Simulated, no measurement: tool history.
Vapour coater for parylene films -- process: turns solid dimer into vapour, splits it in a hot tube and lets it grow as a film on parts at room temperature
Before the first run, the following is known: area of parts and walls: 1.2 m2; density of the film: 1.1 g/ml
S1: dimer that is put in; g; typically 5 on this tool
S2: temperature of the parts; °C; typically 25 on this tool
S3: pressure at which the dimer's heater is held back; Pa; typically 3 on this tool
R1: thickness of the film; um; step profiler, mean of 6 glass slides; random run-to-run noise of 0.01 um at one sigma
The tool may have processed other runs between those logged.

run    hour  S1  S2    S3    R1
  1       0   5  25     3  2.44
  2    39.6   5  25     3  2.42
  3    72.4   5  34     3  1.72
  4   109.2   5  34     3  1.71
  5   146.4   5  27     3  2.23
  6   168.4   6  25     3  2.93
  7   186.4   6  25  6.29  2.78
  8   208.2   5  25  3.13  2.43
  9   240.5   5  25  3.13  2.42
 10   265.9   6  25     3  2.93
 11   296.3   6  25     3  2.94
 12   314.4   7  25     3  3.41
 13   345.5   7  25     3  3.44
 14     376   7  25     3  3.45
 15   393.8   7  25     3  3.44
 16   416.7   7  25     3  3.45
 17   446.8   5  19     3  3.09
 18   471.5   5  19     3  3.11
 19   500.2   5  19     3  3.12
 20   527.4   3  25     3  1.46
 21   565.8   5  25     3  2.46
 22   592.7   5  25     3  2.49
 23   625.6   5  25     3  2.48
 24   643.4   5  25     3  2.47
 25   682.3   4  20   7.2  2.26
 26   720.9   6  20  2.94  3.62
 27   744.6   8  32  2.24  3.09
 28   775.6   4  33     3  1.41
 29   813.7   4  33     3  1.41
 30   832.3   5  35   9.5  1.51
 31   852.8   6  34  9.62  1.88
 32   887.8   2  30  2.13  0.81
 33   927.5   3  33  3.62  1.06
 34   963.7   5  29  3.92  2.05
 35   980.1   5  29  3.92  2.05
 36  1014.6   5  29  3.92  2.06
 37  1034.4   3  21  6.79  1.61
 38  1051.1   3  25  5.37   1.4
 39  1083.6   4  29  2.05  1.71
 40  1114.1   9  29  7.96  3.52
 41  1131.5   5  21  3.79  2.81
 42  1168.2   2  18  2.17  1.32
 43  1201.2   7  19   9.3  4.02
 44  1222.1   7  34  3.86  2.38
 45  1251.4   5  34  2.73  1.74
 46  1276.8   5  34  2.73  1.73
 47  1306.6   5  34  2.73  1.74

Between the runs listed above, the log contained 2 entries, not reproduced here. Where in the sequence does each belong, and how does what the log doesn't record of the tool's condition differ from the listed run before to the listed run after?
After run 21, before run 22: trap's valve overhauled (hour 580.1)
  vapour lost through the trap's worn valve, %: 0.1 -> 0; drift of the gauge itself on film_um, %: 1.84 -> 1.92
  measured less the result without the state, R1: +0.04 -> +0.05 um
After run 27, before run 28: gauge calibrated (hour 765.5)
  drift of the gauge itself on film_um, %: 2.41 -> 0.03
  measured less the result without the state, R1: +0.07 -> +0 um
